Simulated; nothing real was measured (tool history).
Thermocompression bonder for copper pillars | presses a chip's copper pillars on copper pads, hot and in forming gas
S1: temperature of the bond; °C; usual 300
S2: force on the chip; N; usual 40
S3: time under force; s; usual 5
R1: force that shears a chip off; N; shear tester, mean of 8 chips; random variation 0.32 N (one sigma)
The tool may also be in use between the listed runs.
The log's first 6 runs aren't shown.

{"run": 7, "hour": 200.5, "S1": 324, "S2": 40, "S3": 5, "R1": 72.9}
{"run": 8, "hour": 248.0, "S1": 324, "S2": 40, "S3": 5, "R1": 72.1}
{"run": 9, "hour": 273.4, "S1": 300, "S2": 40, "S3": 6, "R1": 64.6}
{"run": 10, "hour": 310.8, "S1": 302, "S2": 40, "S3": 5, "R1": 62.1}
{"run": 11, "hour": 348.1, "S1": 300, "S2": 40, "S3": 5, "R1": 60.8}
{"run": 12, "hour": 395.9, "S1": 300, "S2": 40, "S3": 5, "R1": 60.5}
{"run": 13, "hour": 440.7, "S1": 300, "S2": 32, "S3": 5, "R1": 50.7}
{"run": 14, "hour": 472.5, "S1": 304, "S2": 32, "S3": 5, "R1": 52.9}
{"run": 15, "hour": 515.1, "S1": 300, "S2": 40, "S3": 4, "R1": 56.7}
{"run": 16, "hour": 546.9, "S1": 300, "S2": 43, "S3": 4, "R1": 59.3}
{"run": 17, "hour": 576.0, "S1": 300, "S2": 55, "S3": 4, "R1": 71.1}
{"run": 18, "hour": 600.3, "S1": 322, "S2": 40, "S3": 5, "R1": 71.0}
{"run": 19, "hour": 631.7, "S1": 322, "S2": 40, "S3": 5, "R1": 70.5}
{"run": 20, "hour": 667.4, "S1": 322, "S2": 40, "S3": 5, "R1": 70.7}
{"run": 21, "hour": 697.5, "S1": 322, "S2": 40, "S3": 5, "R1": 70.5}
{"hour": 722.5, "done": "heater calibrated with a thermocouple chip"}
{"hour": 726.7, "done": "forming gas filter changed"}
{"run": 22, "hour": 739.7, "S1": 275, "S2": 32, "S3": 5, "R1": 40.3}
{"run": 23, "hour": 778.0, "S1": 289, "S2": 32, "S3": 4, "R1": 42.2}
{"run": 24, "hour": 805.2, "S1": 289, "S2": 41, "S3": 13, "R1": 75.8}
{"run": 25, "hour": 846.1, "S1": 289, "S2": 44, "S3": 3, "R1": 50.3}
{"run": 26, "hour": 880.1, "S1": 305, "S2": 44, "S3": 3, "R1": 57.1}
{"run": 27, "hour": 923.8, "S1": 305, "S2": 44, "S3": 3, "R1": 56.8}
{"run": 28, "hour": 958.3, "S1": 300, "S2": 32, "S3": 13, "R1": 69.7}

Forecast run 29:
{"run": 29, "hour": 993.2, "S1": 300, "S2": 40, "S3": 11, "R1": "?"}

Run 29 gave R1 76.6 N.
Without the tool's hidden state the same run would have given R1 78.2 N.
